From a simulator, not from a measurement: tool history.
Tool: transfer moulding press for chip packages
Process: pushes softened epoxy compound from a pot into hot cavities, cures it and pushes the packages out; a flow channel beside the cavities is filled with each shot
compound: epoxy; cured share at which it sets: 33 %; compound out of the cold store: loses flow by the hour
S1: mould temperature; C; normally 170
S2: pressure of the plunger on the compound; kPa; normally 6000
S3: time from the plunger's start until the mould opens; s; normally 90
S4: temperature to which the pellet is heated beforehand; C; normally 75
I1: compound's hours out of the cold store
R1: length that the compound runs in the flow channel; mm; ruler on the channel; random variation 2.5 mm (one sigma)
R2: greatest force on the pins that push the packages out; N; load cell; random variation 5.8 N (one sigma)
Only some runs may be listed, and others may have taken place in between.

run,day,S1,S2,S3,S4,I1,R1,R2
1,0.000,170,6000,90,75,36.8,637,387
# day 1.154: cavities cleaned with cleaning compound and waxed
2,2.992,170,6000,90,65,29.2,662,324
# day 5.483: cavities cleaned with cleaning compound and waxed
3,5.833,170,6000,90,65,27.8,662,240
4,8.079,170,6000,90,65,39.3,621,357
# day 9.879: cavities cleaned with cleaning compound and waxed
5,11.604,170,6000,90,65,15.9,686,329
# day 12.350: mould's thermocouples calibrated
6,13.654,170,6000,90,65,41.4,608,391
# day 14.371: cavities cleaned with cleaning compound and waxed
# day 15.425: plunger's sealing rings changed
7,17.488,170,7060,90,65,33.2,706,387
# day 18.858: cavities cleaned with cleaning compound and waxed
8,20.171,170,7060,90,65,37.9,690,312
9,22.471,170,7060,90,65,25.1,718,392
# day 23.196: cavities cleaned with cleaning compound and waxed
10,24.475,170,7060,84,65,35.1,691,336
# day 27.738: cavities cleaned with cleaning compound and waxed
11,27.738,170,5120,120,81,38.7,573,178
12,29.675,174,4940,77,74,8.9,630,355
# day 30.867: plunger's sealing rings changed
13,31.917,174,4940,74,74,22.3,613,471
# day 32.279: cavities cleaned with cleaning compound and waxed
14,34.292,168,6560,90,75,43.4,650,356
# day 36.608: cavities cleaned with cleaning compound and waxed
15,37.062,172,6000,89,75,25.8,663,243
16,39.988,172,6000,89,75,12.7,697,386
# day 41.042: cavities cleaned with cleaning compound and waxed
17,43.033,168,4930,105,75,46.6,545,320
# day 45.458: cavities cleaned with cleaning compound and waxed
# day 46.429: plunger's sealing rings changed
18,46.446,170,6900,90,75,37.8,681,270

Alternative continuations, all from the tool just after run 18; predict every row:
A,49.608,168,6000,90,75,22.5,?,?
B,49.608,170,6900,93,75,34.2,?,?
C,49.608,170,5570,90,81,33.3,?,?

run,R1,R2
A,685,413
B,689,388
C,619,397
What these runs would have given with no unlogged condition in the tool:
run,R1,R2
A,695,213
B,699,204
C,627,207
